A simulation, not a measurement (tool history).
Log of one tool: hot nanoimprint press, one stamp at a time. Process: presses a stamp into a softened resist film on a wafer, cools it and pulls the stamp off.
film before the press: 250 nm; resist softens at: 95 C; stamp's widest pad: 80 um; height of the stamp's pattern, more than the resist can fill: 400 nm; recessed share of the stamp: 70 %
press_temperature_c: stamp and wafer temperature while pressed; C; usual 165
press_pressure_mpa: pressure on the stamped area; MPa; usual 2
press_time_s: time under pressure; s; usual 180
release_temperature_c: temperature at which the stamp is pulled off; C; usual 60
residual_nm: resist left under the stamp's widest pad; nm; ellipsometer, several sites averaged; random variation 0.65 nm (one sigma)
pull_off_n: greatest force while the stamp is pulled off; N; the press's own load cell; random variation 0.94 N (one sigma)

{"run": 1, "hour": 0.0, "press_temperature_c": 165, "press_pressure_mpa": 2, "press_time_s": 180, "release_temperature_c": 60, "residual_nm": 98.9, "pull_off_n": 109.2}
{"run": 2, "hour": 14.3, "press_temperature_c": 165, "press_pressure_mpa": 2, "press_time_s": 180, "release_temperature_c": 60, "residual_nm": 98.9, "pull_off_n": 110.3}
{"run": 3, "hour": 35.4, "press_temperature_c": 165, "press_pressure_mpa": 2, "press_time_s": 180, "release_temperature_c": 60, "residual_nm": 98.7, "pull_off_n": 110.9}
{"hour": 51.9, "done": "stamp cleaned and given a new release coat"}
{"run": 4, "hour": 61.2, "press_temperature_c": 165, "press_pressure_mpa": 2, "press_time_s": 180, "release_temperature_c": 60, "residual_nm": 98.7, "pull_off_n": 99.7}
{"run": 5, "hour": 72.6, "press_temperature_c": 165, "press_pressure_mpa": 2, "press_time_s": 180, "release_temperature_c": 60, "residual_nm": 99, "pull_off_n": 99}
{"run": 6, "hour": 84.2, "press_temperature_c": 165, "press_pressure_mpa": 2, "press_time_s": 120, "release_temperature_c": 60, "residual_nm": 112.8, "pull_off_n": 102.8}
{"run": 7, "hour": 94.2, "press_temperature_c": 163, "press_pressure_mpa": 2, "press_time_s": 180, "release_temperature_c": 60, "residual_nm": 106, "pull_off_n": 103}
{"run": 8, "hour": 103.2, "press_temperature_c": 163, "press_pressure_mpa": 2, "press_time_s": 180, "release_temperature_c": 60, "residual_nm": 104.9, "pull_off_n": 101.2}
{"run": 9, "hour": 122.1, "press_temperature_c": 165, "press_pressure_mpa": 2, "press_time_s": 180, "release_temperature_c": 49, "residual_nm": 97.6, "pull_off_n": 113.7}
{"run": 10, "hour": 135.5, "press_temperature_c": 165, "press_pressure_mpa": 2, "press_time_s": 180, "release_temperature_c": 60, "residual_nm": 97.6, "pull_off_n": 104}
{"run": 11, "hour": 144.4, "press_temperature_c": 165, "press_pressure_mpa": 2, "press_time_s": 180, "release_temperature_c": 60, "residual_nm": 97.8, "pull_off_n": 103.9}
{"run": 12, "hour": 158.1, "press_temperature_c": 165, "press_pressure_mpa": 2, "press_time_s": 180, "release_temperature_c": 60, "residual_nm": 97.4, "pull_off_n": 104.6}
{"run": 13, "hour": 166.9, "press_temperature_c": 165, "press_pressure_mpa": 2, "press_time_s": 180, "release_temperature_c": 60, "residual_nm": 98.3, "pull_off_n": 104.9}
{"run": 14, "hour": 183.9, "press_temperature_c": 165, "press_pressure_mpa": 2, "press_time_s": 180, "release_temperature_c": 60, "residual_nm": 98.9, "pull_off_n": 106.4}
{"run": 15, "hour": 201.7, "press_temperature_c": 165, "press_pressure_mpa": 2, "press_time_s": 180, "release_temperature_c": 60, "residual_nm": 96.9, "pull_off_n": 106.4}
{"run": 16, "hour": 212.4, "press_temperature_c": 165, "press_pressure_mpa": 2, "press_time_s": 180, "release_temperature_c": 60, "residual_nm": 96.6, "pull_off_n": 107.8}
{"run": 17, "hour": 226.8, "press_temperature_c": 165, "press_pressure_mpa": 2.08, "press_time_s": 180, "release_temperature_c": 60, "residual_nm": 95.1, "pull_off_n": 108.6}
{"run": 18, "hour": 245.5, "press_temperature_c": 165, "press_pressure_mpa": 2.34, "press_time_s": 101, "release_temperature_c": 46, "residual_nm": 109.8, "pull_off_n": 126.1}
{"run": 19, "hour": 263.6, "press_temperature_c": 165, "press_pressure_mpa": 2.34, "press_time_s": 101, "release_temperature_c": 46, "residual_nm": 108.5, "pull_off_n": 125.1}
{"hour": 279.8, "done": "stamp cleaned and given a new release coat"}
{"run": 20, "hour": 290.6, "press_temperature_c": 165, "press_pressure_mpa": 2.34, "press_time_s": 101, "release_temperature_c": 46, "residual_nm": 108.4, "pull_off_n": 114}
{"run": 21, "hour": 300.7, "press_temperature_c": 165, "press_pressure_mpa": 2.54, "press_time_s": 101, "release_temperature_c": 46, "residual_nm": 102.3, "pull_off_n": 113.2}
{"run": 22, "hour": 315.7, "press_temperature_c": 165, "press_pressure_mpa": 2.54, "press_time_s": 101, "release_temperature_c": 46, "residual_nm": 103.6, "pull_off_n": 113.4}
{"run": 23, "hour": 331.4, "press_temperature_c": 167, "press_pressure_mpa": 2, "press_time_s": 94, "release_temperature_c": 60, "residual_nm": 112.6, "pull_off_n": 101.7}
{"run": 24, "hour": 345.2, "press_temperature_c": 167, "press_pressure_mpa": 2, "press_time_s": 173, "release_temperature_c": 56, "residual_nm": 91.9, "pull_off_n": 105.3}
{"run": 25, "hour": 355.5, "press_temperature_c": 168, "press_pressure_mpa": 3.06, "press_time_s": 92, "release_temperature_c": 60, "residual_nm": 87.2, "pull_off_n": 101.5}
{"hour": 373.8, "done": "plate thermocouple calibrated"}
{"run": 26, "hour": 373.8, "press_temperature_c": 168, "press_pressure_mpa": 3.06, "press_time_s": 92, "release_temperature_c": 60, "residual_nm": 97, "pull_off_n": 105.4}
{"run": 27, "hour": 394.7, "press_temperature_c": 168, "press_pressure_mpa": 3.06, "press_time_s": 92, "release_temperature_c": 60, "residual_nm": 97.1, "pull_off_n": 107.5}
{"run": 28, "hour": 403.3, "press_temperature_c": 172, "press_pressure_mpa": 1.61, "press_time_s": 124, "release_temperature_c": 54, "residual_nm": 108.9, "pull_off_n": 113}
{"run": 29, "hour": 414.5, "press_temperature_c": 172, "press_pressure_mpa": 1.61, "press_time_s": 222, "release_temperature_c": 54, "residual_nm": 88.2, "pull_off_n": 114.4}

Forecast each of these 5 alternatives for the next run:
{"run": "A", "hour": 434.1, "press_temperature_c": 165, "press_pressure_mpa": 1.89, "press_time_s": 169, "release_temperature_c": 53, "residual_nm": "?", "pull_off_n": "?"}
{"run": "B", "hour": 434.1, "press_temperature_c": 156, "press_pressure_mpa": 2.01, "press_time_s": 215, "release_temperature_c": 60, "residual_nm": "?", "pull_off_n": "?"}
{"run": "C", "hour": 434.1, "press_temperature_c": 172, "press_pressure_mpa": 2.53, "press_time_s": 161, "release_temperature_c": 66, "residual_nm": "?", "pull_off_n": "?"}
{"run": "D", "hour": 434.1, "press_temperature_c": 165, "press_pressure_mpa": 2, "press_time_s": 253, "release_temperature_c": 60, "residual_nm": "?", "pull_off_n": "?"}
{"run": "E", "hour": 434.1, "press_temperature_c": 172, "press_pressure_mpa": 1.61, "press_time_s": 204, "release_temperature_c": 54, "residual_nm": "?", "pull_off_n": "?"}

run=A residual_nm=111.9 pull_off_n=117.1
run=B residual_nm=136.4 pull_off_n=109.4
run=C residual_nm=77.4 pull_off_n=102.7
run=D residual_nm=95.3 pull_off_n=109.2
run=E residual_nm=91.8 pull_off_n=112.9
Without the tool's hidden state the same runs would have given:
run=A residual_nm=108.7 pull_off_n=108.6
run=B residual_nm=132.7 pull_off_n=101.4
run=C residual_nm=74.1 pull_off_n=95.2
run=D residual_nm=92.3 pull_off_n=101.2
run=E residual_nm=89.5 pull_off_n=104.7
